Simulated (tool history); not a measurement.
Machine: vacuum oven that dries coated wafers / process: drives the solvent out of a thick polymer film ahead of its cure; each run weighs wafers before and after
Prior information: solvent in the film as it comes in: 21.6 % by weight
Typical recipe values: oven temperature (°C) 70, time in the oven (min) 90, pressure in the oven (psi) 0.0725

run,hour,oven temperature (°C),time in the oven (min),pressure in the oven (psi),solvent left in the film (%)
1,0,70,90,0.0725,1.76
2,18.2,70,90,0.0725,1.8
3,41,70,90,0.0725,1.79
4,56.6,70,90,0.0725,1.78
5,78.9,70,90,0.0725,1.79
6,99.1,70,90,0.0725,1.79
7,122.5,70,90,0.2447,2.55
8,147.7,70,47,0.0725,5.08
9,166,70,47,0.0725,5.06
10,192.7,70,90,0.0725,1.8
11,212.8,58,90,0.0725,5.33
12,231,58,90,0.0725,5.36
13,243.5,58,90,0.0725,5.37
14,263,58,90,0.0725,5.36
15,283.2,70,90,0.0725,1.85
16,303.4,70,90,0.0725,1.83
17,314.5,59,90,0.0725,5.03
18,332.9,59,90,0.0725,4.99
19,350.7,59,90,0.0725,5.06
20,376.8,70,90,0.2714,2.71
21,392.3,70,90,0.2714,2.71
22,417.1,70,90,0.2714,2.76
23,436.2,70,90,0.2714,2.73
24,451.9,56,102,0.1513,5.94
25,472.6,69,112,0.1046,1.5
26,487.6,70,55,0.0725,4.17
27,507.5,80,78,0.0725,0.79
28,527.4,63,90,0.0725,3.74
29,547.3,63,90,0.0866,3.83
30,567.9,63,90,0.0866,3.76
31,582.3,70,156,0.0725,0.65
32,604.2,70,156,0.0725,0.66
33,629.2,61,144,0.1804,2.91
34,649.8,61,74,0.0529,5.43
35,665.9,61,74,0.2834,6.82
36,687,66,116,0.0492,1.75
37,708.8,83,94,0.1208,0.53
38,734.8,83,94,0.1208,0.54
39,749.5,63,117,0.1091,2.66
40,765.2,63,117,0.1091,2.75
41,790.1,63,117,0.1091,2.75
# hour 808: oven's thermocouples calibrated
42,811,63,59,0.065,6.01
43,832.6,58,59,0.1359,8.21
44,855,66,161,0.1059,1.17
45,871.4,64,158,0.172,1.89
46,894.8,59,158,0.0821,2.27

Below are 4 alternative next runs, each starting from the tool's condition after run 46. Predict each:
A,908.6,65,105,0.0725,?
B,908.6,77,57,0.2319,?
C,908.6,82,158,0.1964,?
D,908.6,59,155,0.1108,?

run,solvent left in the film (%)
A,2.31
B,2.55
C,0.64
D,2.54
With the hidden condition removed and each run's random variation left untouched, the same runs would have given:
run,solvent left in the film (%)
A,2.13
B,2.42
C,0.58
D,2.34
